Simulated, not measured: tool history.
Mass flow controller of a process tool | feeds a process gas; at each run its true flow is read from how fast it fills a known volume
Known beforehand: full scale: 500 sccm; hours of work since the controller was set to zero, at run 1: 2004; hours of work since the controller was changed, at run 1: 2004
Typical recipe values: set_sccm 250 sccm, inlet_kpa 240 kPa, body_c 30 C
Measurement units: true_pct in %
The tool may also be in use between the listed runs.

run	day	set_sccm	inlet_kpa	body_c	hours of work since the controller was set to zero	hours of work since the controller was changed	true_pct
1	0.000	250	240	30	2004	2004	100.00
2	6.158	250	240	30	2065	2065	100.17
3	16.058	250	154	30	2165	2165	99.68
4	23.492	250	154	30	2239	2239	99.58
5	33.042	250	154	30	2335	2335	99.70
6	39.171	250	240	30	2397	2397	100.21
7	44.512	250	240	30	2450	2450	99.98
8	51.967	159	240	30	2525	2525	99.87
9	61.892	250	240	33	2625	2625	100.27
10	72.388	250	240	33	2730	2730	100.25
11	78.771	250	240	33	2794	2794	100.27
12	84.150	250	240	33	2848	2848	100.38
13	91.971	250	240	33	2926	2926	100.48
14	96.492	177	240	34	2972	2972	100.17
15	103.975	177	240	34	3047	3047	100.24
16	111.354	177	240	34	3121	3121	100.11
17	121.150	167	151	27	3219	3219	99.30
18	127.017	167	151	27	3278	3278	99.37
19	132.596	60	146	27	3334	3334	99.12
20	137.938	60	146	27	3388	3388	99.17
21	143.050	395	204	39	3439	3439	100.71
22	148.729	395	204	39	3496	3496	100.68
23	155.592	328	194	30	3565	3565	100.08
24	164.112	317	240	32	3650	3650	100.36
25	173.429	195	140	25	3744	3744	99.14
26	181.375	83	143	39	3824	3824	99.86

Branching from run 26: 5 alternative next runs. What would each branch give?
A	186.204	250	162	32	3872	3872	?
B	186.204	83	143	22	3872	3872	?
C	186.204	162	195	38	3872	3872	?
D	186.204	250	180	34	3872	3872	?
E	186.204	439	256	39	3872	3872	?

run	true_pct
A	99.68
B	98.83
C	100.21
D	100.20
E	101.10
Without the tool's unlogged condition, the same runs would have read:
run	true_pct
A	99.68
B	98.83
C	100.21
D	100.19
E	101.10

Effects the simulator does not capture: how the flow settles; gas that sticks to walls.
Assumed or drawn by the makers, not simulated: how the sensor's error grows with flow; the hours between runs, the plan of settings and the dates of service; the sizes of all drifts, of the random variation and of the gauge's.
